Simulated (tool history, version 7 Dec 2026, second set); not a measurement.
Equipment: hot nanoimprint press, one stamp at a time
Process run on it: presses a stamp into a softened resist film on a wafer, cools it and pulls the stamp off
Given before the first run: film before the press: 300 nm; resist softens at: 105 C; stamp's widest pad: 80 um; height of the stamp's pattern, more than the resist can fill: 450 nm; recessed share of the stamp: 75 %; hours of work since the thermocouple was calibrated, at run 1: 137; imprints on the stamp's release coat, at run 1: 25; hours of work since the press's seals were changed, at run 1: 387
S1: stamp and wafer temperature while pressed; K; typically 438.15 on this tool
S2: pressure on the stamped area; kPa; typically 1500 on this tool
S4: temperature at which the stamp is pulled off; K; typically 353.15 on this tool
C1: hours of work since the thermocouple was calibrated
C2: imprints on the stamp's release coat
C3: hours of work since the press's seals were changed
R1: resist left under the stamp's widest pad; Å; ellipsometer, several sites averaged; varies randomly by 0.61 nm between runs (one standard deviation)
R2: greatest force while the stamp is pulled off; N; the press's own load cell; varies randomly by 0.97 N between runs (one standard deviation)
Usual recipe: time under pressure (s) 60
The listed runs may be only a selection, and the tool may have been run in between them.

{"run": 1, "day": 0.0, "S1": 438.15, "S2": 1500, "time under pressure (s)": 60, "S4": 353.15, "C1": 137, "C2": 25, "C3": 387, "R1": 1634, "R2": 168.6}
{"run": 2, "day": 1.85, "S1": 438.15, "S2": 1500, "time under pressure (s)": 60, "S4": 353.15, "C1": 156, "C2": 114, "C3": 407, "R1": 1649, "R2": 171.4}
{"run": 3, "day": 3.546, "S1": 438.15, "S2": 1500, "time under pressure (s)": 60, "S4": 353.15, "C1": 174, "C2": 195, "C3": 424, "R1": 1645, "R2": 169.7}
{"run": 4, "day": 5.867, "S1": 438.15, "S2": 1500, "time under pressure (s)": 60, "S4": 353.15, "C1": 198, "C2": 306, "C3": 449, "R1": 1656, "R2": 169.5}
{"run": 5, "day": 7.658, "S1": 438.15, "S2": 1500, "time under pressure (s)": 60, "S4": 353.15, "C1": 217, "C2": 391, "C3": 467, "R1": 1636, "R2": 170.2}
{"run": 6, "day": 8.762, "S1": 444.15, "S2": 1500, "time under pressure (s)": 60, "S4": 353.15, "C1": 228, "C2": 444, "C3": 479, "R1": 1239, "R2": 168.9}
{"run": 7, "day": 10.179, "S1": 444.15, "S2": 1500, "time under pressure (s)": 60, "S4": 353.15, "C1": 243, "C2": 511, "C3": 494, "R1": 1228, "R2": 169.6}
{"run": 8, "day": 11.888, "S1": 438.15, "S2": 1500, "time under pressure (s)": 60, "S4": 353.15, "C1": 261, "C2": 593, "C3": 511, "R1": 1634, "R2": 168.4}
{"day": 13.404, "done": "press's hydraulic seals changed and the load cell set to zero"}
{"run": 9, "day": 14.662, "S1": 438.15, "S2": 1500, "time under pressure (s)": 53, "S4": 353.15, "C1": 287, "C2": 710, "C3": 13, "R1": 1713, "R2": 171.5}
{"day": 16.462, "done": "stamp cleaned and given a new release coat"}
{"run": 10, "day": 17.229, "S1": 438.15, "S2": 1500, "time under pressure (s)": 53, "S4": 353.15, "C1": 311, "C2": 36, "C3": 37, "R1": 1714, "R2": 167.7}
{"day": 18.596, "done": "plate thermocouple calibrated"}
{"run": 11, "day": 19.458, "S1": 438.15, "S2": 1500, "time under pressure (s)": 53, "S4": 353.15, "C1": 9, "C2": 137, "C3": 59, "R1": 1717, "R2": 168.6}
{"run": 12, "day": 21.779, "S1": 438.15, "S2": 1500, "time under pressure (s)": 47, "S4": 353.15, "C1": 33, "C2": 247, "C3": 83, "R1": 1782, "R2": 169.4}
{"run": 13, "day": 22.929, "S1": 438.15, "S2": 1500, "time under pressure (s)": 47, "S4": 356.15, "C1": 45, "C2": 302, "C3": 95, "R1": 1779, "R2": 161.8}
{"run": 14, "day": 24.904, "S1": 438.15, "S2": 1500, "time under pressure (s)": 47, "S4": 356.15, "C1": 66, "C2": 397, "C3": 116, "R1": 1767, "R2": 162.4}
{"run": 15, "day": 26.767, "S1": 438.15, "S2": 1500, "time under pressure (s)": 68, "S4": 353.15, "C1": 85, "C2": 486, "C3": 136, "R1": 1571, "R2": 168}
{"run": 16, "day": 28.35, "S1": 432.15, "S2": 1830, "time under pressure (s)": 60, "S4": 353.15, "C1": 102, "C2": 561, "C3": 152, "R1": 2004, "R2": 170}
{"run": 17, "day": 30.496, "S1": 438.15, "S2": 930, "time under pressure (s)": 47, "S4": 341.15, "C1": 124, "C2": 664, "C3": 174, "R1": 2056, "R2": 196.5}
{"run": 18, "day": 32.492, "S1": 432.15, "S2": 2390, "time under pressure (s)": 60, "S4": 353.15, "C1": 145, "C2": 759, "C3": 195, "R1": 1855, "R2": 166.7}
{"day": 33.142, "done": "stamp cleaned and given a new release coat"}
{"run": 19, "day": 34.971, "S1": 437.15, "S2": 1210, "time under pressure (s)": 51, "S4": 346.15, "C1": 168, "C2": 87, "C3": 219, "R1": 1948, "R2": 182.5}
{"run": 20, "day": 37.029, "S1": 427.15, "S2": 1160, "time under pressure (s)": 104, "S4": 353.15, "C1": 190, "C2": 186, "C3": 240, "R1": 2374, "R2": 168.1}
{"run": 21, "day": 39.471, "S1": 443.15, "S2": 1500, "time under pressure (s)": 60, "S4": 350.15, "C1": 215, "C2": 302, "C3": 266, "R1": 1285, "R2": 172.1}
{"run": 22, "day": 41.754, "S1": 449.15, "S2": 1960, "time under pressure (s)": 60, "S4": 352.15, "C1": 239, "C2": 411, "C3": 289, "R1": 845, "R2": 167.9}
{"run": 23, "day": 43.467, "S1": 438.15, "S2": 1500, "time under pressure (s)": 60, "S4": 357.15, "C1": 257, "C2": 493, "C3": 307, "R1": 1634, "R2": 157.3}
{"run": 24, "day": 45.283, "S1": 438.15, "S2": 1500, "time under pressure (s)": 60, "S4": 357.15, "C1": 276, "C2": 580, "C3": 326, "R1": 1634, "R2": 157.3}
{"run": 25, "day": 46.388, "S1": 438.15, "S2": 1500, "time under pressure (s)": 60, "S4": 357.15, "C1": 287, "C2": 633, "C3": 338, "R1": 1643, "R2": 157.4}
{"run": 26, "day": 47.575, "S1": 430.15, "S2": 1500, "time under pressure (s)": 88, "S4": 353.15, "C1": 300, "C2": 689, "C3": 350, "R1": 2071, "R2": 165.6}
{"run": 27, "day": 48.721, "S1": 429.15, "S2": 1330, "time under pressure (s)": 60, "S4": 353.15, "C1": 312, "C2": 744, "C3": 362, "R1": 2409, "R2": 167.9}
{"day": 49.625, "done": "stamp cleaned and given a new release coat"}
{"day": 50.208, "done": "plate thermocouple calibrated"}
{"run": 28, "day": 51.192, "S1": 438.15, "S2": 1500, "time under pressure (s)": 103, "S4": 359.15, "C1": 10, "C2": 69, "C3": 384, "R1": 1344, "R2": 152.1}
{"run": 29, "day": 53.512, "S1": 429.15, "S2": 2180, "time under pressure (s)": 71, "S4": 340.15, "C1": 34, "C2": 180, "C3": 408, "R1": 2054, "R2": 194.2}
{"run": 30, "day": 54.629, "S1": 427.15, "S2": 1830, "time under pressure (s)": 36, "S4": 353.15, "C1": 46, "C2": 233, "C3": 420, "R1": 2580, "R2": 165}

Below are 4 alternative next runs, each starting from the tool's condition after run 30. Predict each:
{"run": "A", "day": 56.904, "S1": 435.15, "S2": 1500, "time under pressure (s)": 41, "S4": 353.15, "C1": 70, "C2": 342, "C3": 444, "R1": "?", "R2": "?"}
{"run": "B", "day": 56.904, "S1": 440.15, "S2": 1980, "time under pressure (s)": 60, "S4": 353.15, "C1": 70, "C2": 342, "C3": 444, "R1": "?", "R2": "?"}
{"run": "C", "day": 56.904, "S1": 438.15, "S2": 1500, "time under pressure (s)": 83, "S4": 340.15, "C1": 70, "C2": 342, "C3": 444, "R1": "?", "R2": "?"}
{"run": "D", "day": 56.904, "S1": 427.15, "S2": 1180, "time under pressure (s)": 108, "S4": 353.15, "C1": 70, "C2": 342, "C3": 444, "R1": "?", "R2": "?"}

run=A R1=2098 R2=165
run=B R1=1339 R2=165.1
run=C R1=1455 R2=191.5
run=D R1=2340 R2=165.4
With no hidden state in the tool, these same runs would have given:
run=A R1=2097 R2=169.6
run=B R1=1338 R2=169.7
run=C R1=1454 R2=196.9
run=D R1=2338 R2=170.1
